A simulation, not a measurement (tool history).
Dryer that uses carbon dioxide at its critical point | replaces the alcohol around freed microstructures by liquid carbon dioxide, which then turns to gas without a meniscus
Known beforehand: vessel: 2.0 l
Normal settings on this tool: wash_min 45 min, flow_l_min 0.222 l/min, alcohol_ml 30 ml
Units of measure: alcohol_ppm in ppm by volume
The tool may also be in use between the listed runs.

run	hour	wash_min	flow_l_min	alcohol_ml	alcohol_ppm
1	0	45	0.222	30	226
2	29.5	45	0.222	30	237
3	58.1	45	0.222	30	255
4	83	45	0.222	30	258
5	106.7	45	0.222	30	260
6	137.1	45	0.222	68	515
7	161.3	45	0.222	28	268
8	189.6	45	0.222	90	685
9	215.8	45	0.222	90	715
10	249.4	45	0.222	90	738
# hour 274.8: purifier's bed changed
11	277.5	45	0.222	90	705
12	295.2	45	0.222	90	672
13	322	45	0.222	30	256
# hour 330.1: inlet filter changed
14	350.8	45	0.222	30	130
15	379.3	45	0.303	30	26
16	395.4	65	0.226	56	33
17	409.6	31	0.222	30	554
18	425.3	45	0.222	21	92

Run 19 is up next; what results do you expect?
19	450.9	45	0.222	21	?

alcohol_ppm: 105 ppm by volume
With no hidden state in the tool, this same run would have given alcohol_ppm 80 ppm by volume.
